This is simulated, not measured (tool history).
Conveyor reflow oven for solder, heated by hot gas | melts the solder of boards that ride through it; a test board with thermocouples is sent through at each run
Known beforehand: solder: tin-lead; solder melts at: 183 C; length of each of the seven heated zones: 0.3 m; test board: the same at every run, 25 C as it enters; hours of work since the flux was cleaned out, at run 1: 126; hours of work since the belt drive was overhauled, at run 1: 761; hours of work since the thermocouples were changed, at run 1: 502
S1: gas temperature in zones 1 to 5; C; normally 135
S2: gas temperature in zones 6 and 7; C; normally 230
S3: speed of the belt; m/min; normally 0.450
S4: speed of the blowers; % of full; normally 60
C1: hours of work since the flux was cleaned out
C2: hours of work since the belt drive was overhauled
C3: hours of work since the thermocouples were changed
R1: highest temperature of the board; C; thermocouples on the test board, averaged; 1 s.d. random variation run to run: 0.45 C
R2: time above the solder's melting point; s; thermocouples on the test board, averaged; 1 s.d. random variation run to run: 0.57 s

run    hour   S1   S2     S3  S4   C1    C2    C3     R1    R2
  1     0.0  135  230  0.450  60  126   761   502  203.8  42.6
  2    60.2  135  230  0.450  60  154   788   529  202.8  42.6
  3   123.7  135  230  0.450  87  182   817   557  208.2  50.8
  4   195.1  135  230  0.382  60  214   849   589  208.4  59.6
  5   240.6  135  230  0.382  60  235   869   610  207.6  60.4
  6   273.5  135  230  0.382  60  249   884   625  208.1  58.5
  7   345.6  135  230  0.450  60  282   916   657  201.5  40.6
      367.5  -- flux residue cleaned out of gas plates and filters
  8   417.5  135  230  0.450  60   22   946   687  198.3  35.5
  9   457.4  135  230  0.450  60   40   964   705  198.3  35.3
 10   511.2  135  230  0.372  60   65   989   729  206.0  57.6
 11   566.6  135  230  0.450  60   90  1013   754  198.7  35.5
      602.4  -- flux residue cleaned out of gas plates and filters, once more
 12   621.8  135  230  0.476  60    9  1036   777  201.9  38.0
 13   660.6  135  230  0.476  60   26  1054   794  202.6  39.4
 14   715.4  135  230  0.476  60   51  1078   819  201.5  39.2
 15   781.5  127  230  0.450  60   81  1108   849  200.9  37.5
 16   851.7  132  223  0.534  84  112  1139   880  195.0  24.7
 17   904.3  129  230  0.393  60  136  1163   904  205.6  52.2
 18   948.0  129  230  0.393  54  155  1183   924  204.5  49.5
 19  1001.0  135  245  0.377  60  179  1207   947  220.4  74.5
     1039.1  -- belt drive overhauled, speed set with a stopwatch
 20  1075.6  135  235  0.440  60  211    16   979  205.6  45.5
 21  1115.0  120  228  0.440  60  229    34   997  195.5  27.0
 22  1171.5  120  228  0.440  60  254    60  1022  195.8  27.3
 23  1220.4  120  228  0.440  60  276    82  1044  194.6  26.5
     1252.4  -- flux residue cleaned out of gas plates and filters
 24  1260.7  120  228  0.440  60    4    97  1060  197.7  30.9
 25  1330.7  135  230  0.371  77   35   129  1092  211.1  65.6
 26  1388.7  135  230  0.371  77   61   155  1118  211.0  65.7
 27  1423.2  126  231  0.450  60   77   170  1133  199.5  34.4
 28  1486.9  141  230  0.450  57  105   199  1162  201.6  41.4
 29  1541.5  135  245  0.368  60  130   224  1186  219.4  74.5
 30  1585.7  145  238  0.368  60  150   244  1206  216.5  74.7

Predict each of these 4 candidate next runs independently; none follows another, all start after run 30:
  A  1627.6  135  230  0.491  60  169  262  1225   ?   ?
  B  1627.6  128  238  0.368  60  169  262  1225   ?   ?
  C  1627.6  145  238  0.421  60  169  262  1225   ?   ?
  D  1627.6  145  221  0.368  66  169  262  1225   ?   ?

run     R1    R2
  A  196.5  28.1
  B  212.5  63.3
  C  211.1  61.8
  D  202.6  58.3
With no hidden state in the tool, these same runs would have given:
run     R1    R2
  A  202.0  35.9
  B  218.2  69.3
  C  216.5  67.2
  D  207.9  65.9

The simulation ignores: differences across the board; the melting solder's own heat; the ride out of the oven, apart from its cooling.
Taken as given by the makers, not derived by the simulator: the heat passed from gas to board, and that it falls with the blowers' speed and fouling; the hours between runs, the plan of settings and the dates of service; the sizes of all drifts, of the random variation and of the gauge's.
